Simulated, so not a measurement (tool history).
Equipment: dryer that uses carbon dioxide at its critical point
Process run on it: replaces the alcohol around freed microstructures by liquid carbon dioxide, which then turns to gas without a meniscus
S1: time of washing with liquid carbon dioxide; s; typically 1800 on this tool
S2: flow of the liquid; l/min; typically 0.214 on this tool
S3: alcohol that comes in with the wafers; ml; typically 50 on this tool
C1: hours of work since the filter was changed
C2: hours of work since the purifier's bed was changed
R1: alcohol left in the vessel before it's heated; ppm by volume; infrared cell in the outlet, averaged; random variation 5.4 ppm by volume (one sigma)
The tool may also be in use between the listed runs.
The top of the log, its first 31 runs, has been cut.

-- hour=1306.8 inlet filter changed
run 32 hour=1332.7 | S1=1500 S2=0.297 S3=35 | C1=12 C2=961 | R1=246
run 33 hour=1374.9 | S1=1500 S2=0.297 S3=35 | C1=33 C2=981 | R1=244
run 34 hour=1430.8 | S1=2100 S2=0.272 S3=51 | C1=60 C2=1008 | R1=226
run 35 hour=1485.8 | S1=2100 S2=0.272 S3=51 | C1=86 C2=1035 | R1=220
run 36 hour=1520.7 | S1=2100 S2=0.214 S3=21 | C1=103 C2=1051 | R1=254
run 37 hour=1547.5 | S1=1500 S2=0.214 S3=88 | C1=116 C2=1064 | R1=1001
run 38 hour=1601.3 | S1=1380 S2=0.310 S3=34 | C1=142 C2=1090 | R1=291
run 39 hour=1644.8 | S1=1740 S2=0.320 S3=28 | C1=163 C2=1111 | R1=247
run 40 hour=1673.9 | S1=1200 S2=0.136 S3=29 | C1=177 C2=1125 | R1=3179
run 41 hour=1724.2 | S1=1200 S2=0.136 S3=29 | C1=201 C2=1149 | R1=3240
run 42 hour=1772.4 | S1=1380 S2=0.150 S3=53 | C1=224 C2=1172 | R1=3267
-- hour=1796.7 purifier's bed changed
run 43 hour=1820.8 | S1=1380 S2=0.150 S3=53 | C1=246 C2=12 | R1=3021
run 44 hour=1846.2 | S1=1800 S2=0.278 S3=50 | C1=258 C2=24 | R1=55
run 45 hour=1871.1 | S1=1800 S2=0.170 S3=81 | C1=270 C2=36 | R1=1196
run 46 hour=1926.6 | S1=1800 S2=0.170 S3=65 | C1=297 C2=62 | R1=1033
run 47 hour=1969.3 | S1=1260 S2=0.130 S3=31 | C1=317 C2=83 | R1=3551

3 options for the next run, each taken on its own from the tool as it stands now. Forecast them:
run A hour=2008.7 | S1=1260 S2=0.130 S3=50 | C1=336 C2=102 | R1=?
run B hour=2008.7 | S1=1260 S2=0.151 S3=45 | C1=336 C2=102 | R1=?
run C hour=2008.7 | S1=2760 S2=0.203 S3=31 | C1=336 C2=102 | R1=?

run=A R1=5881
run=B R1=3599
run=C R1=44
What these runs would have given with no unlogged condition in the tool:
run=A R1=4312
run=B R1=2502
run=C R1=12

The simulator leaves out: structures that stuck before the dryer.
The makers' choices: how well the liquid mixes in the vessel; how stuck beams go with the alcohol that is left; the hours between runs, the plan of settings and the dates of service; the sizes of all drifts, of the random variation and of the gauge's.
